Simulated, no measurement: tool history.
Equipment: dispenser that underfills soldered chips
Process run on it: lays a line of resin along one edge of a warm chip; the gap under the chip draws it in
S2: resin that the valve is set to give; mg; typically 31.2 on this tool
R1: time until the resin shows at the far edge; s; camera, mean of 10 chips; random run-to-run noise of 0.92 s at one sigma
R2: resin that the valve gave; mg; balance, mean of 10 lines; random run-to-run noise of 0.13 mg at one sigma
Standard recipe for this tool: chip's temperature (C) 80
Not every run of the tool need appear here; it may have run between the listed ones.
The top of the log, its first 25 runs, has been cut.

At hour 288.3: new syringe of resin.
Run 26, hour 295.8: usual settings but S2 31.7 mg. Result: R1 111.8 s, R2 31.17 mg.
At hour 298.1: new syringe of resin.
Run 27, hour 304.2: usual settings but S2 31.7 mg. Result: R1 107.9 s, R2 30.86 mg.
At hour 308.9: new syringe of resin.
Run 28, hour 311.8: usual settings but S2 27.6 mg. Result: R1 98.8 s, R2 26.67 mg.
At hour 318.6: new syringe of resin.
Run 29, hour 323.4: usual settings but S2 27.6 mg. Result: R1 108.3 s, R2 26.69 mg.
At hour 328.5: new syringe of resin.
Run 30, hour 333.5: usual settings but chip's temperature (C) 86, S2 39.5 mg. Result: R1 77.7 s, R2 37.94 mg.
At hour 338.6: new syringe of resin.
Run 31, hour 343.6: usual settings but chip's temperature (C) 94, S2 28.2 mg. Result: R1 60.7 s, R2 27.13 mg.
At hour 348.8: new syringe of resin.
Run 32, hour 350.9: usual settings but S2 36.1 mg. Result: R1 90.1 s, R2 34.48 mg.
At hour 358.6: new syringe of resin.
Run 33, hour 358.6: usual settings but S2 38.9 mg. Result: R1 83.9 s, R2 37.13 mg.

Here are 3 independent what-if runs from the current tool condition. What would each one return?
Run A, hour 365.7: usual settings but chip's temperature (C) 92, S2 38.9 mg. Result: R1 ?, R2 ?.
Run B, hour 365.7: usual settings but chip's temperature (C) 85, S2 35.5 mg. Result: R1 ?, R2 ?.
Run C, hour 365.7: usual settings but chip's temperature (C) 76, S2 34.1 mg. Result: R1 ?, R2 ?.

run     R1     R2
  A   69.5  36.66
  B   91.8  33.88
  C  132.7  32.61
With the hidden condition removed and each run's random variation left untouched, the same runs would have given:
run     R1     R2
  A   52.7  38.56
  B   69.5  35.64
  C  100.4  34.29
